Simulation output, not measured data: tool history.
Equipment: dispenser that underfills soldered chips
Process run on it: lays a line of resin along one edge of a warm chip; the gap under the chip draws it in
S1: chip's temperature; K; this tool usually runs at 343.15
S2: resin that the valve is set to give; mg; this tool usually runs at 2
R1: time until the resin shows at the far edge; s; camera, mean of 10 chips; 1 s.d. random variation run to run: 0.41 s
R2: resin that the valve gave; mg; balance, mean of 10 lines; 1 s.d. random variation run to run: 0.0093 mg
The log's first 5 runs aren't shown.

{"run": 6, "hour": 47.1, "S1": 343.15, "S2": 2, "R1": 52.8, "R2": 1.933}
{"hour": 48.8, "done": "new syringe of resin"}
{"hour": 56.6, "done": "dispensing valve cleaned and set on the balance"}
{"run": 7, "hour": 59.5, "S1": 343.15, "S2": 2.23, "R1": 48.4, "R2": 2.243}
{"hour": 62.4, "done": "new syringe of resin"}
{"run": 8, "hour": 70.3, "S1": 352.15, "S2": 2.23, "R1": 29.9, "R2": 2.235}
{"hour": 74.5, "done": "new syringe of resin"}
{"run": 9, "hour": 79.1, "S1": 343.15, "S2": 2, "R1": 39.2, "R2": 1.988}
{"hour": 87.1, "done": "new syringe of resin"}
{"run": 10, "hour": 92.2, "S1": 343.15, "S2": 1.79, "R1": 41.7, "R2": 1.779}
{"run": 11, "hour": 98.3, "S1": 343.15, "S2": 2, "R1": 55.3, "R2": 1.97}
{"hour": 99.8, "done": "new syringe of resin"}
{"run": 12, "hour": 110.2, "S1": 343.15, "S2": 2, "R1": 53.1, "R2": 1.975}
{"hour": 111.6, "done": "new syringe of resin"}
{"run": 13, "hour": 120.9, "S1": 343.15, "S2": 2, "R1": 50.2, "R2": 1.984}
{"hour": 124.0, "done": "new syringe of resin"}
{"run": 14, "hour": 128.1, "S1": 343.15, "S2": 2, "R1": 37.9, "R2": 1.963}
{"run": 15, "hour": 134.5, "S1": 343.15, "S2": 2, "R1": 51.5, "R2": 1.965}
{"hour": 136.6, "done": "new syringe of resin"}
{"run": 16, "hour": 145.6, "S1": 343.15, "S2": 2, "R1": 50.5, "R2": 1.962}
{"hour": 148.9, "done": "new syringe of resin"}
{"run": 17, "hour": 159.1, "S1": 343.15, "S2": 2, "R1": 52.1, "R2": 1.957}
{"hour": 161.0, "done": "new syringe of resin"}
{"run": 18, "hour": 166.2, "S1": 352.15, "S2": 2.29, "R1": 26.5, "R2": 2.242}

Estimate the outcome of run 19 from the log above:
{"hour": 173.5, "done": "new syringe of resin"}
{"run": 19, "hour": 174.4, "S1": 337.15, "S2": 2.18, "R1": "?", "R2": "?"}

R1: 43.8 s
R2: 2.122 mg
Minus the tool's unlogged condition, the same run would have read R1 36 s, R2 2.179 mg.

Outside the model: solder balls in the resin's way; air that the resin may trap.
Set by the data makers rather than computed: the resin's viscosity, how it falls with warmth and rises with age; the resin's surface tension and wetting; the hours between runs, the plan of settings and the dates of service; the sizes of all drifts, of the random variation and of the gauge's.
